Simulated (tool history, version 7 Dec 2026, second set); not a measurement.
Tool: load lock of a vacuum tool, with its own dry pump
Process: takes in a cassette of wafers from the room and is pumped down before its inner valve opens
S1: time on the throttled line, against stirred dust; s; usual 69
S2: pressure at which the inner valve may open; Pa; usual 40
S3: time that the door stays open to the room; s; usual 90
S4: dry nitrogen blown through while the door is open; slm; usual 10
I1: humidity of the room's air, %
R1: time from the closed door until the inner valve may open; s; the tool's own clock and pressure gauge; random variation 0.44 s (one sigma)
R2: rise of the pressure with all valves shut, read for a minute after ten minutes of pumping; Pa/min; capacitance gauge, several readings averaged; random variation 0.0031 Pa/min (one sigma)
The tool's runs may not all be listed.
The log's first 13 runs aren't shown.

Run 14, hour 1646.5: usual settings; I1 46.2. Result: R1 124.8 s, R2 0.087 Pa/min.
Run 15, hour 1789.2: usual settings but S4 25 slm; I1 42.2. Result: R1 125.9 s, R2 0.068 Pa/min.
Run 16, hour 1911.7: usual settings; I1 45. Result: R1 126.6 s, R2 0.093 Pa/min.
Run 17, hour 2015.3: usual settings; I1 40.8. Result: R1 125.5 s, R2 0.082 Pa/min.
Run 18, hour 2100.4: usual settings but S1 95 s; I1 46.9. Result: R1 146.7 s, R2 0.097 Pa/min.
Run 19, hour 2270.6: usual settings but S1 95 s; I1 44.3. Result: R1 145.4 s, R2 0.096 Pa/min.
Run 20, hour 2398.4: usual settings but S1 95 s; I1 46.6. Result: R1 147.3 s, R2 0.1 Pa/min.
Run 21, hour 2556.3: usual settings but S1 95 s, S3 138 s, S4 22 slm; I1 50.3. Result: R1 146.3 s, R2 0.111 Pa/min.
Run 22, hour 2658.9: usual settings but S1 95 s, S2 57 Pa, S3 60 s, S4 22 slm; I1 44.6. Result: R1 142.4 s, R2 0.075 Pa/min.
Run 23, hour 2757.8: usual settings but S1 133 s, S2 35 Pa, S4 9 slm; I1 44.4. Result: R1 177.7 s, R2 0.098 Pa/min.
Run 24, hour 2888.7: usual settings but S1 37 s, S2 73 Pa, S4 9 slm; I1 40.9. Result: R1 94.8 s, R2 0.097 Pa/min.
Run 25, hour 3059.1: usual settings but S2 32 Pa; I1 44.7. Result: R1 128.1 s, R2 0.111 Pa/min.
Run 26, hour 3221.8: usual settings but S2 32 Pa; I1 42.7. Result: R1 127.6 s, R2 0.107 Pa/min.
Run 27, hour 3387.8: usual settings but S2 32 Pa; I1 47.4. Result: R1 129.1 s, R2 0.12 Pa/min.
Run 28, hour 3481.3: usual settings but S2 37 Pa, S3 70 s, S4 38 slm; I1 46.4. Result: R1 126.4 s, R2 0.076 Pa/min.
Run 29, hour 3557.7: usual settings but S1 39 s, S3 144 s, S4 43 slm; I1 43. Result: R1 102.3 s, R2 0.102 Pa/min.
Run 30, hour 3716.6: usual settings but S1 39 s, S2 35 Pa, S3 81 s, S4 43 slm; I1 44.7. Result: R1 104.2 s, R2 0.086 Pa/min.
Run 31, hour 3810.8: usual settings but S1 39 s, S2 35 Pa, S3 81 s, S4 43 slm; I1 47.5. Result: R1 104.2 s, R2 0.09 Pa/min.
Run 32, hour 3982.5: usual settings but S1 94 s, S2 52 Pa, S3 81 s, S4 43 slm; I1 45.9. Result: R1 142.8 s, R2 0.089 Pa/min.
Run 33, hour 4081.2: usual settings but S1 94 s, S2 52 Pa, S3 81 s, S4 43 slm; I1 45.8. Result: R1 143.7 s, R2 0.089 Pa/min.
Run 34, hour 4219.9: usual settings but S2 51 Pa; I1 45.5. Result: R1 124.2 s, R2 0.128 Pa/min.
Run 35, hour 4337.5: usual settings but S1 67 s, S2 71 Pa, S3 50 s, S4 7 slm; I1 45.7. Result: R1 119.7 s, R2 0.109 Pa/min.
Run 36, hour 4507: usual settings but S1 75 s, S2 45 Pa, S3 52 s, S4 22 slm; I1 46. Result: R1 130.6 s, R2 0.1 Pa/min.
Run 37, hour 4616: usual settings but S1 47 s, S2 75 Pa, S3 57 s, S4 6 slm; I1 42.5. Result: R1 103.4 s, R2 0.125 Pa/min.

Forecast each of these 4 alternatives for the next run:
Run A, hour 4767.1: usual settings but S1 39 s, S3 29 s, S4 36 slm; I1 46.8. Result: R1 ?, R2 ?.
Run B, hour 4767.1: usual settings but S2 39 Pa, S3 63 s; I1 45. Result: R1 ?, R2 ?.
Run C, hour 4767.1: usual settings but S1 106 s, S2 75 Pa, S3 79 s, S4 29 slm; I1 42.9. Result: R1 ?, R2 ?.
Run D, hour 4767.1: usual settings but S1 121 s, S2 58 Pa, S3 57 s, S4 6 slm; I1 43.6. Result: R1 ?, R2 ?.

run     R1     R2
  A  102.8  0.085
  B  126.5  0.122
  C  149.2  0.113
  D  163.6  0.127
Without the tool's hidden state the same runs would have given:
run     R1     R2
  A   99.8  0.019
  B  123.8  0.055
  C  147.1  0.045
  D  161.5   0.06

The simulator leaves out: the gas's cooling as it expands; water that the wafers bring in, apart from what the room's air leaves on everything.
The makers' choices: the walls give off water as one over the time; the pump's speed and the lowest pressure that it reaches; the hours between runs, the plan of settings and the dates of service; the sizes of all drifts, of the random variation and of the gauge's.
